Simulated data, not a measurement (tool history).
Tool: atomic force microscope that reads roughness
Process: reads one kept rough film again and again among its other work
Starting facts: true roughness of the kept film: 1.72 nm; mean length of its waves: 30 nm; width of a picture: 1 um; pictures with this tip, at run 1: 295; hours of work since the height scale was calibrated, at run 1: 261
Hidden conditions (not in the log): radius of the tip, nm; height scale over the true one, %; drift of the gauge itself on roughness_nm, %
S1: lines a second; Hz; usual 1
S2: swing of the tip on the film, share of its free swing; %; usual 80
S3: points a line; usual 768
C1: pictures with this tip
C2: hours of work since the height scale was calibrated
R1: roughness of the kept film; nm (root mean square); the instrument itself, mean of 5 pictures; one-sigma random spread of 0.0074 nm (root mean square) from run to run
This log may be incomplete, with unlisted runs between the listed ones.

run,hour,S1,S2,S3,C1,C2,R1
1,0,1,80,768,295,261,1.392
2,4.8,1,80,768,305,265,1.38
3,11.2,1,80,768,319,269,1.374
4,20.8,1,80,768,340,275,1.373
# hour 22.2: new tip fitted
5,30.3,1,80,453,17,281,1.545
6,38.7,1,80,768,36,287,1.54
7,49.2,1,80,768,58,294,1.533
8,55.3,1,80,768,71,298,1.519
9,60.2,1,71,768,82,301,1.536
10,66.9,1,71,768,96,305,1.538
11,71.6,1,80,768,106,308,1.496
12,77.3,1,80,768,119,312,1.491
13,83.6,1,80,768,132,316,1.478
14,89.4,1,80,768,145,320,1.466
15,98.3,1,80,768,164,326,1.462
16,107.2,1,80,768,183,332,1.443
17,113.9,1,80,768,198,336,1.446
18,120.7,1,80,768,212,341,1.428
19,128.2,1,80,768,229,346,1.433
20,135.6,1,80,768,245,351,1.416
21,141.4,1,80,768,257,355,1.405
22,150.8,1,80,768,277,361,1.397
23,158.6,1,80,768,294,366,1.391
24,167.1,1,80,768,313,372,1.372
25,172,1,80,838,323,375,1.369
26,178.8,1,80,838,338,379,1.358
# hour 181.6: new tip fitted
27,188.8,1,80,768,15,386,1.552
28,194.3,1,66,282,27,389,1.553
29,200.1,1.87,78,448,40,393,1.478
30,205.3,1.52,62,510,51,397,1.546
31,215.3,1.9,84,510,73,403,1.428
32,221.7,1.9,84,510,86,408,1.428
33,226.2,1.9,84,510,96,411,1.417
34,234.8,3.1,84,607,115,416,1.326
# hour 236.5: height scale calibrated on a step standard
35,240.5,1.48,78,607,125,3,1.474
36,245.8,0.73,71,800,136,6,1.51
37,250.2,1,60,768,146,9,1.51
38,257,1,80,314,160,14,1.451
39,261.4,0.87,83,314,170,16,1.449
40,269.3,0.87,62,418,187,22,1.472
41,274,0.58,56,317,197,25,1.488
42,280.9,1.87,74,317,212,29,1.403
# hour 284.3: height scale calibrated on a step standard, once more
43,289.1,1.87,74,317,227,3,1.372
44,296.5,1.87,74,317,243,8,1.373
45,304.4,1.27,81,556,261,13,1.371
46,309,1.27,81,556,270,16,1.347
47,318.9,3.72,80,399,292,23,1.241
48,325.8,3.72,80,399,307,28,1.228
49,333.5,2.08,76,768,323,33,1.317
# hour 342.9: new tip fitted
50,344,2.08,78,768,2,39,1.492
51,352.2,1.53,66,334,20,45,1.549
52,361.3,2.37,65,288,39,51,1.51
53,368.8,2.72,70,290,55,56,1.483

Hidden condition of the tool, last listed run before each entry between runs versus first listed run after:
Logged between run 4 and run 5: new tip fitted (hour 22.2)
  radius of the tip, nm: 28.4 -> 8.2
  difference, measured minus the result without the unlogged condition, R1: -0.204 -> -0.008 nm (root mean square)
Logged between run 26 and run 27: new tip fitted (hour 181.6)
  radius of the tip, nm: 28.5 -> 8.9; height scale over the true one, %: 0.52 -> 0.53
  difference, measured minus the result without the unlogged condition, R1: -0.201 -> -0.013 nm (root mean square)
Logged between run 34 and run 35: height scale calibrated on a step standard (hour 236.5)
  radius of the tip, nm: 15.3 -> 15.8; height scale over the true one, %: 0.57 -> 0.95
  difference, measured minus the result without the unlogged condition, R1: -0.071 -> -0.078 nm (root mean square)
Logged between run 42 and run 43: height scale calibrated on a step standard, once more (hour 284.3)
  radius of the tip, nm: 21.1 -> 22.1; height scale over the true one, %: 0.98 -> 0.04
  difference, measured minus the result without the unlogged condition, R1: -0.127 -> -0.148 nm (root mean square)
Logged between run 49 and run 50: new tip fitted (hour 342.9)
  radius of the tip, nm: 28.1 -> 7.6; height scale over the true one, %: 0.08 -> 0.09
  difference, measured minus the result without the unlogged condition, R1: -0.198 -> -0.005 nm (root mean square)

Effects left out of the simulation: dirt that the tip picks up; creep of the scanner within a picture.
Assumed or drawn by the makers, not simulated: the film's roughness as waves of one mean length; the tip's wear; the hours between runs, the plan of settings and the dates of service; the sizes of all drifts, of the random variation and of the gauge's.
